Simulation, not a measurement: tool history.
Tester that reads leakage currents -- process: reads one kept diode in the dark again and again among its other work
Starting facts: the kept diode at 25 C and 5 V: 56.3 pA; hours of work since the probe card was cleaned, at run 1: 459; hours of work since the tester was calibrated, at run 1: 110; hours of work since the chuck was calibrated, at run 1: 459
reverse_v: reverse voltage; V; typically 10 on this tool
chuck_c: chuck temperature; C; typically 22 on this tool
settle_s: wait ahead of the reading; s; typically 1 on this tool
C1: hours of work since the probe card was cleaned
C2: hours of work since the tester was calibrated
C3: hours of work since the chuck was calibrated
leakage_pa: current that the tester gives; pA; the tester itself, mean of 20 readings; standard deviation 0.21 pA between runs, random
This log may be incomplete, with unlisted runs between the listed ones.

{"run": 1, "hour": 0.0, "reverse_v": 10, "chuck_c": 22, "settle_s": 1, "C1": 459, "C2": 110, "C3": 459, "leakage_pa": 84.94}
{"run": 2, "hour": 57.1, "reverse_v": 2.5, "chuck_c": 22, "settle_s": 1, "C1": 486, "C2": 137, "C3": 486, "leakage_pa": 35.69}
{"run": 3, "hour": 121.1, "reverse_v": 5, "chuck_c": 22, "settle_s": 1, "C1": 517, "C2": 168, "C3": 517, "leakage_pa": 55.71}
{"run": 4, "hour": 168.5, "reverse_v": 10, "chuck_c": 22, "settle_s": 1.09, "C1": 540, "C2": 191, "C3": 540, "leakage_pa": 88.03}
{"run": 5, "hour": 224.8, "reverse_v": 10, "chuck_c": 22, "settle_s": 1.09, "C1": 567, "C2": 218, "C3": 567, "leakage_pa": 88.78}
{"run": 6, "hour": 260.0, "reverse_v": 10, "chuck_c": 22, "settle_s": 1.09, "C1": 584, "C2": 235, "C3": 584, "leakage_pa": 90.36}
{"hour": 286.1, "done": "chuck's temperature calibrated"}
{"run": 7, "hour": 324.3, "reverse_v": 2.4, "chuck_c": 22, "settle_s": 1, "C1": 614, "C2": 265, "C3": 18, "leakage_pa": 31.17}
{"run": 8, "hour": 378.3, "reverse_v": 2.4, "chuck_c": 22, "settle_s": 1, "C1": 641, "C2": 291, "C3": 45, "leakage_pa": 31.66}
{"run": 9, "hour": 411.7, "reverse_v": 13.3, "chuck_c": 22, "settle_s": 1, "C1": 657, "C2": 308, "C3": 61, "leakage_pa": 97.89}
{"run": 10, "hour": 478.6, "reverse_v": 13.3, "chuck_c": 22, "settle_s": 0.91, "C1": 689, "C2": 340, "C3": 93, "leakage_pa": 99.17}
{"run": 11, "hour": 544.6, "reverse_v": 13.3, "chuck_c": 51, "settle_s": 0.91, "C1": 721, "C2": 372, "C3": 125, "leakage_pa": 797.5}
{"run": 12, "hour": 590.3, "reverse_v": 10, "chuck_c": 22, "settle_s": 3.59, "C1": 743, "C2": 394, "C3": 147, "leakage_pa": 80.43}
{"run": 13, "hour": 644.0, "reverse_v": 10, "chuck_c": 22, "settle_s": 3.59, "C1": 769, "C2": 420, "C3": 173, "leakage_pa": 81.83}
{"run": 14, "hour": 690.0, "reverse_v": 10, "chuck_c": 22, "settle_s": 5.34, "C1": 791, "C2": 442, "C3": 195, "leakage_pa": 82.17}
{"run": 15, "hour": 766.3, "reverse_v": 10, "chuck_c": 22, "settle_s": 5.82, "C1": 828, "C2": 479, "C3": 232, "leakage_pa": 83.17}
{"run": 16, "hour": 813.6, "reverse_v": 10, "chuck_c": 22, "settle_s": 5.82, "C1": 851, "C2": 502, "C3": 255, "leakage_pa": 84.55}
{"run": 17, "hour": 874.9, "reverse_v": 10, "chuck_c": 22, "settle_s": 5.82, "C1": 881, "C2": 532, "C3": 285, "leakage_pa": 85.27}
{"run": 18, "hour": 932.1, "reverse_v": 10, "chuck_c": 22, "settle_s": 5.82, "C1": 908, "C2": 559, "C3": 312, "leakage_pa": 86.06}
{"run": 19, "hour": 982.8, "reverse_v": 10, "chuck_c": 22, "settle_s": 1.06, "C1": 933, "C2": 584, "C3": 337, "leakage_pa": 89.65}
{"run": 20, "hour": 1055.0, "reverse_v": 10, "chuck_c": 22, "settle_s": 1.06, "C1": 968, "C2": 619, "C3": 372, "leakage_pa": 90.59}
{"run": 21, "hour": 1131.0, "reverse_v": 10, "chuck_c": 22, "settle_s": 1.06, "C1": 1005, "C2": 656, "C3": 409, "leakage_pa": 92.32}
{"hour": 1140.6, "done": "probe card cleaned and baked"}
{"run": 22, "hour": 1176.9, "reverse_v": 10, "chuck_c": 22, "settle_s": 1.06, "C1": 18, "C2": 676, "C3": 429, "leakage_pa": 95.48}
{"run": 23, "hour": 1246.8, "reverse_v": 1.2, "chuck_c": 39, "settle_s": 0.49, "C1": 51, "C2": 710, "C3": 463, "leakage_pa": 85.54}
{"hour": 1260.3, "done": "probe card cleaned and baked, once more"}
{"run": 24, "hour": 1287.1, "reverse_v": 1.2, "chuck_c": 20, "settle_s": 1.38, "C1": 13, "C2": 728, "C3": 481, "leakage_pa": 17.78}
{"run": 25, "hour": 1333.0, "reverse_v": 5.1, "chuck_c": 22, "settle_s": 1, "C1": 35, "C2": 750, "C3": 503, "leakage_pa": 51.9}
{"run": 26, "hour": 1385.7, "reverse_v": 2.2, "chuck_c": 22, "settle_s": 1.14, "C1": 61, "C2": 776, "C3": 529, "leakage_pa": 31.1}
{"run": 27, "hour": 1442.6, "reverse_v": 2.2, "chuck_c": 22, "settle_s": 1.14, "C1": 88, "C2": 803, "C3": 556, "leakage_pa": 31.57}
{"run": 28, "hour": 1504.1, "reverse_v": 14.1, "chuck_c": 23, "settle_s": 0.73, "C1": 118, "C2": 833, "C3": 586, "leakage_pa": 110.76}
{"hour": 1524.7, "done": "chuck's temperature calibrated"}
{"run": 29, "hour": 1567.2, "reverse_v": 5, "chuck_c": 23, "settle_s": 0.81, "C1": 147, "C2": 863, "C3": 21, "leakage_pa": 50.23}
{"run": 30, "hour": 1604.7, "reverse_v": 18.8, "chuck_c": 22, "settle_s": 2.71, "C1": 166, "C2": 881, "C3": 39, "leakage_pa": 103.37}
{"run": 31, "hour": 1673.3, "reverse_v": 18.8, "chuck_c": 30, "settle_s": 2.71, "C1": 199, "C2": 914, "C3": 72, "leakage_pa": 198.71}
{"run": 32, "hour": 1717.9, "reverse_v": 3.2, "chuck_c": 22, "settle_s": 0.49, "C1": 220, "C2": 936, "C3": 93, "leakage_pa": 37.28}
{"run": 33, "hour": 1776.3, "reverse_v": 3.2, "chuck_c": 24, "settle_s": 0.78, "C1": 249, "C2": 964, "C3": 122, "leakage_pa": 42.95}
{"run": 34, "hour": 1813.0, "reverse_v": 1.9, "chuck_c": 59, "settle_s": 0.78, "C1": 266, "C2": 982, "C3": 139, "leakage_pa": 426.81}
{"run": 35, "hour": 1863.4, "reverse_v": 4.7, "chuck_c": 36, "settle_s": 1, "C1": 291, "C2": 1006, "C3": 164, "leakage_pa": 140.98}
{"run": 36, "hour": 1910.9, "reverse_v": 3, "chuck_c": 44, "settle_s": 1, "C1": 314, "C2": 1029, "C3": 187, "leakage_pa": 195.81}
{"run": 37, "hour": 1977.2, "reverse_v": 3, "chuck_c": 44, "settle_s": 1, "C1": 346, "C2": 1061, "C3": 219, "leakage_pa": 197.72}
{"run": 38, "hour": 2019.2, "reverse_v": 6.3, "chuck_c": 22, "settle_s": 8.85, "C1": 366, "C2": 1081, "C3": 239, "leakage_pa": 56.25}
{"run": 39, "hour": 2056.9, "reverse_v": 16.6, "chuck_c": 22, "settle_s": 9.4, "C1": 384, "C2": 1100, "C3": 257, "leakage_pa": 104.84}

4 options for the next run, each taken on its own from the tool as it stands now. Forecast them:
{"run": "A", "hour": 2102.4, "reverse_v": 4.7, "chuck_c": 22, "settle_s": 8.55, "C1": 406, "C2": 1122, "C3": 279, "leakage_pa": "?"}
{"run": "B", "hour": 2102.4, "reverse_v": 2, "chuck_c": 40, "settle_s": 9.4, "C1": 406, "C2": 1122, "C3": 279, "leakage_pa": "?"}
{"run": "C", "hour": 2102.4, "reverse_v": 16.6, "chuck_c": 58, "settle_s": 6.42, "C1": 406, "C2": 1122, "C3": 279, "leakage_pa": "?"}
{"run": "D", "hour": 2102.4, "reverse_v": 15.3, "chuck_c": 54, "settle_s": 3.06, "C1": 406, "C2": 1122, "C3": 279, "leakage_pa": "?"}

run=A leakage_pa=47.94
run=B leakage_pa=116.4
run=C leakage_pa=1508.72
run=D leakage_pa=1094.41
With no hidden state in the tool, these same runs would have given:
run=A leakage_pa=42.43
run=B leakage_pa=109.7
run=C leakage_pa=1436.85
run=D leakage_pa=1038.9
